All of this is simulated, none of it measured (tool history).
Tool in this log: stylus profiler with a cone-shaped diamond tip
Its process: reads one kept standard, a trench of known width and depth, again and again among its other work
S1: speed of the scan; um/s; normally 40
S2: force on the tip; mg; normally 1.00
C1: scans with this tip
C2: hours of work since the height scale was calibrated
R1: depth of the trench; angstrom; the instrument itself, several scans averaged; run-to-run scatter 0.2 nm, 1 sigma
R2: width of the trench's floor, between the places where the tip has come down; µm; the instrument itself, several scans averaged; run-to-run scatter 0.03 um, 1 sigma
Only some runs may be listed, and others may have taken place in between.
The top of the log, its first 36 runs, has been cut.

run	hour	S1	S2	C1	C2	R1	R2
37	1367.1	40	0.88	17957	261	10022.7	40.97
38	1397.3	40	0.88	18115	273	10022.6	40.97
39	1426.8	96	0.96	18268	286	10023.5	40.79
40	1465.9	15	0.68	18471	302	10015.1	40.98
41	1501.1	26	2.73	18654	317	10053.3	40.92
42	1538.0	20	1.00	18845	333	10020.5	40.91
43	1589.5	131	0.95	19112	354	10022.3	40.42
44	1623.3	15	2.69	19288	368	10050.4	40.88
45	1660.2	15	0.49	19480	384	10014.8	40.84

3 options for the next run, each taken on its own from the tool as it stands now. Forecast them:
A	1704.3	17	1.34	19708	403	?	?
B	1704.3	15	2.72	19708	403	?	?
C	1704.3	23	1.00	19708	403	?	?

run	R1	R2
A	10028.6	40.81
B	10049.1	40.84
C	10020.1	40.76
The same runs, with their run-to-run variation unchanged, on a tool lacking any hidden condition would have given:
run	R1	R2
A	10039.5	43.93
B	10060.0	43.96
C	10031.0	43.88

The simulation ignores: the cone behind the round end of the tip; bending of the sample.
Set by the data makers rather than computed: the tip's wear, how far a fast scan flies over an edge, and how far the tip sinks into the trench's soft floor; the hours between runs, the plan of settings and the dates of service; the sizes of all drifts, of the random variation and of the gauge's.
